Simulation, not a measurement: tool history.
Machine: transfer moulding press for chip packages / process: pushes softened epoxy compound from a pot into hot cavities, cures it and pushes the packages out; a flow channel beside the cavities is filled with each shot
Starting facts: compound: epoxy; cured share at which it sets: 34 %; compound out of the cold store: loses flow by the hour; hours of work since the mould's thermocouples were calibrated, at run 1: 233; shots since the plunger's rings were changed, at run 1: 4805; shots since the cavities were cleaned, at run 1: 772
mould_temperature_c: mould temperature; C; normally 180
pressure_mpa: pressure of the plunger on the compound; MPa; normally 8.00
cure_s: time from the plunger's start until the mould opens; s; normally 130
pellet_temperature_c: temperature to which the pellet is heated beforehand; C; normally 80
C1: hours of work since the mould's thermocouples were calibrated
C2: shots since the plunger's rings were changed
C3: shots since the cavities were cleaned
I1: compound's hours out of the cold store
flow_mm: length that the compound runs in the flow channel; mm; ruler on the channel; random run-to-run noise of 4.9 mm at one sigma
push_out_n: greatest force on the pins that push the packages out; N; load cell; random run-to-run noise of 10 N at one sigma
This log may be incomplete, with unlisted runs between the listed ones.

Run 1, hour 0.0: usual settings; C1 233; C2 4805; C3 772; I1 33.0. Result: flow_mm 451 mm, push_out_n 721 N.
Run 2, hour 6.5: usual settings but pellet_temperature_c 82 C; C1 237; C2 4867; C3 834; I1 39.5. Result: flow_mm 447 mm, push_out_n 715 N.
Run 3, hour 19.6: usual settings; C1 246; C2 4992; C3 959; I1 14.5. Result: flow_mm 481 mm, push_out_n 776 N.
At hour 26.2: plunger's sealing rings changed.
Run 4, hour 29.7: usual settings; C1 251; C2 33; C3 1031; I1 46.3. Result: flow_mm 482 mm, push_out_n 775 N.
At hour 37.3: cavities cleaned with cleaning compound and waxed.
Run 5, hour 42.1: usual settings; C1 259; C2 138; C3 46; I1 23.6. Result: flow_mm 522 mm, push_out_n 797 N.
Run 6, hour 49.4: usual settings; C1 264; C2 207; C3 115; I1 17.7. Result: flow_mm 531 mm, push_out_n 826 N.
Run 7, hour 60.2: usual settings; C1 271; C2 311; C3 219; I1 9.8. Result: flow_mm 540 mm, push_out_n 805 N.
Run 8, hour 69.5: usual settings but pressure_mpa 6.41 MPa; C1 278; C2 400; C3 308; I1 34.0. Result: flow_mm 445 mm, push_out_n 798 N.
At hour 79.5: cavities cleaned with cleaning compound and waxed, once more.
Run 9, hour 79.8: usual settings; C1 284; C2 484; C3 3; I1 31.4. Result: flow_mm 504 mm, push_out_n 499 N.
Run 10, hour 87.5: usual settings; C1 289; C2 557; C3 76; I1 27.1. Result: flow_mm 517 mm, push_out_n 570 N.
Run 11, hour 93.4: usual settings; C1 293; C2 613; C3 132; I1 35.1. Result: flow_mm 492 mm, push_out_n 572 N.
Run 12, hour 104.9: usual settings but pressure_mpa 6.55 MPa; C1 301; C2 723; C3 242; I1 19.1. Result: flow_mm 466 mm, push_out_n 652 N.
Run 13, hour 114.9: usual settings but mould_temperature_c 177 C; C1 308; C2 818; C3 337; I1 38.7. Result: flow_mm 494 mm, push_out_n 756 N.
Run 14, hour 120.9: usual settings but pressure_mpa 7.66 MPa; C1 312; C2 876; C3 395; I1 24.4. Result: flow_mm 501 mm, push_out_n 680 N.
Run 15, hour 131.3: usual settings but mould_temperature_c 177 C, pressure_mpa 9.65 MPa, cure_s 124 s, pellet_temperature_c 73 C; C1 319; C2 976; C3 495; I1 34.0. Result: flow_mm 556 mm, push_out_n 908 N.
Run 16, hour 144.6: usual settings but pressure_mpa 7.28 MPa, cure_s 167 s, pellet_temperature_c 87 C; C1 328; C2 1102; C3 621; I1 9.9. Result: flow_mm 510 mm, push_out_n 616 N.
Run 17, hour 154.2: usual settings but mould_temperature_c 178 C, pressure_mpa 9.74 MPa, cure_s 158 s, pellet_temperature_c 87 C; C1 335; C2 1194; C3 713; I1 44.9. Result: flow_mm 536 mm, push_out_n 640 N.
Run 18, hour 167.1: usual settings but mould_temperature_c 178 C, pressure_mpa 9.47 MPa, cure_s 152 s, pellet_temperature_c 78 C; C1 343; C2 1317; C3 836; I1 31.5. Result: flow_mm 539 mm, push_out_n 664 N.
Run 19, hour 178.5: usual settings but mould_temperature_c 178 C, pressure_mpa 9.47 MPa, cure_s 152 s, pellet_temperature_c 78 C; C1 351; C2 1426; C3 945; I1 24.5. Result: flow_mm 557 mm, push_out_n 698 N.
Run 20, hour 188.3: usual settings but mould_temperature_c 178 C, pressure_mpa 9.47 MPa, cure_s 152 s, pellet_temperature_c 78 C; C1 358; C2 1519; C3 1038; I1 20.7. Result: flow_mm 562 mm, push_out_n 705 N.
At hour 194.9: cavities cleaned with cleaning compound and waxed.
Run 21, hour 199.3: usual settings but pressure_mpa 7.35 MPa, cure_s 145 s; C1 364; C2 1610; C3 42; I1 12.4. Result: flow_mm 498 mm, push_out_n 484 N.
Run 22, hour 207.5: usual settings but pressure_mpa 7.64 MPa, cure_s 117 s; C1 370; C2 1689; C3 121; I1 40.0. Result: flow_mm 465 mm, push_out_n 672 N.
Run 23, hour 214.1: usual settings but mould_temperature_c 172 C, pressure_mpa 8.33 MPa, cure_s 113 s, pellet_temperature_c 82 C; C1 375; C2 1751; C3 183; I1 8.8. Result: flow_mm 566 mm, push_out_n 1461 N.
Run 24, hour 224.7: usual settings but mould_temperature_c 176 C, pressure_mpa 9.34 MPa, cure_s 150 s, pellet_temperature_c 87 C; C1 382; C2 1853; C3 285; I1 34.5. Result: flow_mm 530 mm, push_out_n 625 N.
Run 25, hour 231.6: usual settings but mould_temperature_c 173 C, pressure_mpa 6.08 MPa; C1 387; C2 1919; C3 351; I1 16.5. Result: flow_mm 460 mm, push_out_n 1069 N.
Run 26, hour 243.6: usual settings but mould_temperature_c 177 C, pressure_mpa 7.79 MPa; C1 395; C2 2034; C3 466; I1 8.3. Result: flow_mm 521 mm, push_out_n 849 N.
Run 27, hour 250.3: usual settings but pressure_mpa 9.56 MPa, pellet_temperature_c 76 C; C1 399; C2 2097; C3 529; I1 41.4. Result: flow_mm 512 mm, push_out_n 715 N.
Run 28, hour 257.9: usual settings but cure_s 157 s, pellet_temperature_c 88 C; C1 405; C2 2170; C3 602; I1 34.7. Result: flow_mm 482 mm, push_out_n 613 N.

Each row is a separate what-if for the run after 28, all from the same tool condition, not one after another. Results?
Run A, hour 265.6: usual settings but mould_temperature_c 182 C, cure_s 117 s, pellet_temperature_c 90 C; C1 410; C2 2243; C3 675; I1 12.8. Result: flow_mm ?, push_out_n ?.
Run B, hour 265.6: usual settings; C1 410; C2 2243; C3 675; I1 16.1. Result: flow_mm ?, push_out_n ?.
Run C, hour 265.6: usual settings but mould_temperature_c 177 C, pressure_mpa 6.03 MPa, cure_s 157 s, pellet_temperature_c 71 C; C1 410; C2 2243; C3 675; I1 34.3. Result: flow_mm ?, push_out_n ?.
Run D, hour 265.6: usual settings but mould_temperature_c 173 C, pressure_mpa 6.54 MPa, cure_s 165 s; C1 410; C2 2243; C3 675; I1 11.7. Result: flow_mm ?, push_out_n ?.
Run E, hour 265.6: usual settings but cure_s 165 s; C1 410; C2 2243; C3 675; I1 43.1. Result: flow_mm ?, push_out_n ?.

run  flow_mm  push_out_n
  A      505         770
  B      507         763
  C      431         677
  D      481         774
  E      472         618
Had the tool no hidden state, the same runs would have come out as:
run  flow_mm  push_out_n
  A      527         507
  B      529         502
  C      449         449
  D      501         513
  E      492         419
